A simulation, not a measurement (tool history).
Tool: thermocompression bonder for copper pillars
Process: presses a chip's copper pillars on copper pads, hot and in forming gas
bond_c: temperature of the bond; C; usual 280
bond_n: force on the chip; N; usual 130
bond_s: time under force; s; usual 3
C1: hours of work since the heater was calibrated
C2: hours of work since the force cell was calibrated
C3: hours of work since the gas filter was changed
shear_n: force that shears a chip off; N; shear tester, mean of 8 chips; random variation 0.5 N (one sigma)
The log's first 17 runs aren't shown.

run 18 hour=271.8 | bond_c=280 bond_n=130 bond_s=3 | C1=92 C2=430 C3=31 | shear_n=52.4
run 19 hour=283.3 | bond_c=280 bond_n=130 bond_s=3 | C1=99 C2=438 C3=39 | shear_n=52.3
run 20 hour=303.7 | bond_c=280 bond_n=130 bond_s=3 | C1=112 C2=451 C3=52 | shear_n=52.7
run 21 hour=319 | bond_c=251 bond_n=91 bond_s=3 | C1=122 C2=460 C3=61 | shear_n=24.8
run 22 hour=339.9 | bond_c=293 bond_n=149 bond_s=2 | C1=135 C2=474 C3=75 | shear_n=59.4
run 23 hour=357.7 | bond_c=293 bond_n=149 bond_s=2 | C1=147 C2=485 C3=86 | shear_n=58
run 24 hour=367.3 | bond_c=289 bond_n=147 bond_s=3 | C1=153 C2=491 C3=92 | shear_n=61.7
run 25 hour=387.3 | bond_c=289 bond_n=147 bond_s=3 | C1=166 C2=504 C3=105 | shear_n=62.2
run 26 hour=406 | bond_c=289 bond_n=147 bond_s=3 | C1=177 C2=516 C3=117 | shear_n=62.2
run 27 hour=419.9 | bond_c=253 bond_n=154 bond_s=6 | C1=186 C2=524 C3=126 | shear_n=51.1
-- hour=436.2 forming gas filter changed
run 28 hour=439.4 | bond_c=307 bond_n=130 bond_s=3 | C1=198 C2=537 C3=2 | shear_n=67.7
run 29 hour=452 | bond_c=307 bond_n=130 bond_s=3 | C1=206 C2=545 C3=10 | shear_n=67.7
run 30 hour=466.6 | bond_c=307 bond_n=130 bond_s=3 | C1=216 C2=554 C3=19 | shear_n=67.2
run 31 hour=483.9 | bond_c=251 bond_n=130 bond_s=3 | C1=227 C2=565 C3=30 | shear_n=35.6
run 32 hour=499.2 | bond_c=251 bond_n=130 bond_s=3 | C1=236 C2=575 C3=40 | shear_n=34.5
run 33 hour=515.2 | bond_c=266 bond_n=131 bond_s=4 | C1=247 C2=585 C3=50 | shear_n=47.4
run 34 hour=530.9 | bond_c=266 bond_n=129 bond_s=3 | C1=257 C2=595 C3=60 | shear_n=43.7
run 35 hour=546.3 | bond_c=266 bond_n=129 bond_s=3 | C1=266 C2=605 C3=70 | shear_n=43.7
run 36 hour=556.7 | bond_c=276 bond_n=106 bond_s=3 | C1=273 C2=611 C3=77 | shear_n=42.4

Forecast run 37:
run 37 hour=567.2 | bond_c=276 bond_n=106 bond_s=3 | C1=280 C2=618 C3=83 | shear_n=?

shear_n: 42.3 N
Without the tool's hidden state the same run would have given shear_n 42.4 N.

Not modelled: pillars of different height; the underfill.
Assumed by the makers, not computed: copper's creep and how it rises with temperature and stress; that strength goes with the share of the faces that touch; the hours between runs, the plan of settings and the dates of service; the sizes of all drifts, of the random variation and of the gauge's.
